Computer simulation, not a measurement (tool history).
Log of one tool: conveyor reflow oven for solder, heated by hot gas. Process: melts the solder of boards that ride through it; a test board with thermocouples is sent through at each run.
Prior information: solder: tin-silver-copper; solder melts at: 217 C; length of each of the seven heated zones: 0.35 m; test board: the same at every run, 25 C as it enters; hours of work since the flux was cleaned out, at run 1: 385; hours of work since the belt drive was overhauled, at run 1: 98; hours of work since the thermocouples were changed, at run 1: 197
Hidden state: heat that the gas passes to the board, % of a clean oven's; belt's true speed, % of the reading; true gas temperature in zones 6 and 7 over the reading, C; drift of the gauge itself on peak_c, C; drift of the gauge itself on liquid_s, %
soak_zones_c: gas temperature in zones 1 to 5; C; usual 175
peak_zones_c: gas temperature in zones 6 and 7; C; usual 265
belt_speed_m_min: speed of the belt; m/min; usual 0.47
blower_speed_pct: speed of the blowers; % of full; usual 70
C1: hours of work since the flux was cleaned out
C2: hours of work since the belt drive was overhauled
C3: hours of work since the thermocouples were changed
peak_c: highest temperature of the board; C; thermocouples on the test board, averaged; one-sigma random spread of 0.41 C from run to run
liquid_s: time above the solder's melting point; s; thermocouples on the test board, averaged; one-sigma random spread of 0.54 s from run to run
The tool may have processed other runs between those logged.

{"run": 1, "hour": 0.0, "soak_zones_c": 175, "peak_zones_c": 265, "belt_speed_m_min": 0.47, "blower_speed_pct": 70, "C1": 385, "C2": 98, "C3": 197, "peak_c": 254.3, "liquid_s": 69.7}
{"run": 2, "hour": 7.9, "soak_zones_c": 175, "peak_zones_c": 265, "belt_speed_m_min": 0.47, "blower_speed_pct": 70, "C1": 391, "C2": 104, "C3": 203, "peak_c": 254.5, "liquid_s": 70.5}
{"run": 3, "hour": 16.4, "soak_zones_c": 190, "peak_zones_c": 265, "belt_speed_m_min": 0.47, "blower_speed_pct": 70, "C1": 397, "C2": 111, "C3": 209, "peak_c": 256.7, "liquid_s": 79.1}
{"run": 4, "hour": 23.3, "soak_zones_c": 190, "peak_zones_c": 265, "belt_speed_m_min": 0.47, "blower_speed_pct": 70, "C1": 402, "C2": 116, "C3": 214, "peak_c": 256.4, "liquid_s": 78.9}
{"run": 5, "hour": 34.4, "soak_zones_c": 190, "peak_zones_c": 265, "belt_speed_m_min": 0.47, "blower_speed_pct": 70, "C1": 411, "C2": 124, "C3": 223, "peak_c": 256.9, "liquid_s": 79.6}
{"run": 6, "hour": 42.9, "soak_zones_c": 190, "peak_zones_c": 265, "belt_speed_m_min": 0.47, "blower_speed_pct": 70, "C1": 417, "C2": 131, "C3": 229, "peak_c": 256.8, "liquid_s": 78.1}
{"run": 7, "hour": 48.7, "soak_zones_c": 161, "peak_zones_c": 265, "belt_speed_m_min": 0.47, "blower_speed_pct": 70, "C1": 421, "C2": 135, "C3": 233, "peak_c": 252.9, "liquid_s": 63.9}
{"run": 8, "hour": 56.4, "soak_zones_c": 161, "peak_zones_c": 265, "belt_speed_m_min": 0.47, "blower_speed_pct": 70, "C1": 427, "C2": 141, "C3": 239, "peak_c": 252.4, "liquid_s": 64.2}
{"run": 9, "hour": 70.7, "soak_zones_c": 161, "peak_zones_c": 265, "belt_speed_m_min": 0.47, "blower_speed_pct": 70, "C1": 438, "C2": 152, "C3": 250, "peak_c": 251.6, "liquid_s": 63.1}
{"run": 10, "hour": 82.5, "soak_zones_c": 175, "peak_zones_c": 265, "belt_speed_m_min": 0.47, "blower_speed_pct": 70, "C1": 447, "C2": 160, "C3": 259, "peak_c": 254.7, "liquid_s": 69.6}
{"hour": 88.2, "done": "flux residue cleaned out of gas plates and filters"}
{"run": 11, "hour": 97.4, "soak_zones_c": 175, "peak_zones_c": 265, "belt_speed_m_min": 0.47, "blower_speed_pct": 70, "C1": 7, "C2": 168, "C3": 266, "peak_c": 253.7, "liquid_s": 70.1}
{"run": 12, "hour": 111.4, "soak_zones_c": 175, "peak_zones_c": 265, "belt_speed_m_min": 0.47, "blower_speed_pct": 70, "C1": 17, "C2": 179, "C3": 277, "peak_c": 252.9, "liquid_s": 69.9}
{"run": 13, "hour": 117.7, "soak_zones_c": 175, "peak_zones_c": 265, "belt_speed_m_min": 0.47, "blower_speed_pct": 70, "C1": 22, "C2": 183, "C3": 282, "peak_c": 253.4, "liquid_s": 69}
{"run": 14, "hour": 132.1, "soak_zones_c": 175, "peak_zones_c": 265, "belt_speed_m_min": 0.47, "blower_speed_pct": 70, "C1": 33, "C2": 194, "C3": 293, "peak_c": 253.6, "liquid_s": 69.6}
{"run": 15, "hour": 139.2, "soak_zones_c": 175, "peak_zones_c": 265, "belt_speed_m_min": 0.47, "blower_speed_pct": 70, "C1": 38, "C2": 199, "C3": 298, "peak_c": 253.2, "liquid_s": 69.4}
{"run": 16, "hour": 147.6, "soak_zones_c": 167, "peak_zones_c": 275, "belt_speed_m_min": 0.47, "blower_speed_pct": 70, "C1": 45, "C2": 206, "C3": 304, "peak_c": 261.7, "liquid_s": 71.6}
{"run": 17, "hour": 154.2, "soak_zones_c": 167, "peak_zones_c": 275, "belt_speed_m_min": 0.47, "blower_speed_pct": 70, "C1": 50, "C2": 211, "C3": 309, "peak_c": 261.7, "liquid_s": 72.8}
{"run": 18, "hour": 163.0, "soak_zones_c": 175, "peak_zones_c": 265, "belt_speed_m_min": 0.449, "blower_speed_pct": 62, "C1": 56, "C2": 217, "C3": 316, "peak_c": 253.6, "liquid_s": 73.6}
{"hour": 172.8, "done": "flux residue cleaned out of gas plates and filters, once more"}
{"run": 19, "hour": 179.4, "soak_zones_c": 166, "peak_zones_c": 274, "belt_speed_m_min": 0.47, "blower_speed_pct": 61, "C1": 5, "C2": 226, "C3": 324, "peak_c": 262.5, "liquid_s": 72.3}
{"run": 20, "hour": 186.1, "soak_zones_c": 166, "peak_zones_c": 276, "belt_speed_m_min": 0.39, "blower_speed_pct": 66, "C1": 10, "C2": 231, "C3": 329, "peak_c": 269, "liquid_s": 93.8}
{"run": 21, "hour": 197.0, "soak_zones_c": 175, "peak_zones_c": 280, "belt_speed_m_min": 0.47, "blower_speed_pct": 50, "C1": 18, "C2": 239, "C3": 338, "peak_c": 268.3, "liquid_s": 78.3}
{"run": 22, "hour": 203.2, "soak_zones_c": 163, "peak_zones_c": 265, "belt_speed_m_min": 0.498, "blower_speed_pct": 70, "C1": 23, "C2": 244, "C3": 342, "peak_c": 253.1, "liquid_s": 60.9}
{"run": 23, "hour": 211.1, "soak_zones_c": 163, "peak_zones_c": 265, "belt_speed_m_min": 0.409, "blower_speed_pct": 72, "C1": 29, "C2": 250, "C3": 348, "peak_c": 259, "liquid_s": 80.4}
{"run": 24, "hour": 219.8, "soak_zones_c": 187, "peak_zones_c": 265, "belt_speed_m_min": 0.459, "blower_speed_pct": 62, "C1": 35, "C2": 257, "C3": 355, "peak_c": 257.1, "liquid_s": 80.8}
{"run": 25, "hour": 226.8, "soak_zones_c": 187, "peak_zones_c": 274, "belt_speed_m_min": 0.459, "blower_speed_pct": 73, "C1": 41, "C2": 262, "C3": 360, "peak_c": 265.9, "liquid_s": 85.2}
{"run": 26, "hour": 240.9, "soak_zones_c": 187, "peak_zones_c": 274, "belt_speed_m_min": 0.459, "blower_speed_pct": 73, "C1": 51, "C2": 272, "C3": 371, "peak_c": 266.2, "liquid_s": 85.7}
{"run": 27, "hour": 249.7, "soak_zones_c": 187, "peak_zones_c": 274, "belt_speed_m_min": 0.459, "blower_speed_pct": 73, "C1": 58, "C2": 279, "C3": 377, "peak_c": 267.1, "liquid_s": 86.6}
{"run": 28, "hour": 263.1, "soak_zones_c": 187, "peak_zones_c": 274, "belt_speed_m_min": 0.451, "blower_speed_pct": 73, "C1": 68, "C2": 289, "C3": 388, "peak_c": 266.9, "liquid_s": 87}
{"run": 29, "hour": 272.3, "soak_zones_c": 187, "peak_zones_c": 274, "belt_speed_m_min": 0.451, "blower_speed_pct": 73, "C1": 75, "C2": 296, "C3": 395, "peak_c": 267.4, "liquid_s": 87.5}
{"run": 30, "hour": 284.9, "soak_zones_c": 163, "peak_zones_c": 274, "belt_speed_m_min": 0.406, "blower_speed_pct": 65, "C1": 85, "C2": 306, "C3": 404, "peak_c": 266.2, "liquid_s": 86.8}

What if the next run were any one of these 5? Each begins from the tool's condition after run 30:
{"run": "A", "hour": 294.0, "soak_zones_c": 175, "peak_zones_c": 265, "belt_speed_m_min": 0.47, "blower_speed_pct": 53, "C1": 91, "C2": 312, "C3": 411, "peak_c": "?", "liquid_s": "?"}
{"run": "B", "hour": 294.0, "soak_zones_c": 163, "peak_zones_c": 266, "belt_speed_m_min": 0.406, "blower_speed_pct": 82, "C1": 91, "C2": 312, "C3": 411, "peak_c": "?", "liquid_s": "?"}
{"run": "C", "hour": 294.0, "soak_zones_c": 163, "peak_zones_c": 274, "belt_speed_m_min": 0.504, "blower_speed_pct": 65, "C1": 91, "C2": 312, "C3": 411, "peak_c": "?", "liquid_s": "?"}
{"run": "D", "hour": 294.0, "soak_zones_c": 174, "peak_zones_c": 274, "belt_speed_m_min": 0.536, "blower_speed_pct": 65, "C1": 91, "C2": 312, "C3": 411, "peak_c": "?", "liquid_s": "?"}
{"run": "E", "hour": 294.0, "soak_zones_c": 163, "peak_zones_c": 272, "belt_speed_m_min": 0.406, "blower_speed_pct": 85, "C1": 91, "C2": 312, "C3": 411, "peak_c": "?", "liquid_s": "?"}

run=A peak_c=253.7 liquid_s=70.6
run=B peak_c=260.5 liquid_s=84.3
run=C peak_c=260.7 liquid_s=65.6
run=D peak_c=260.2 liquid_s=64.4
run=E peak_c=265.6 liquid_s=86.5
Without the tool's unlogged condition, the same runs would have read:
run=A peak_c=252.5 liquid_s=69.3
run=B peak_c=259.3 liquid_s=83.1
run=C peak_c=259.7 liquid_s=64.6
run=D peak_c=259.1 liquid_s=63.4
run=E peak_c=264.4 liquid_s=85.3
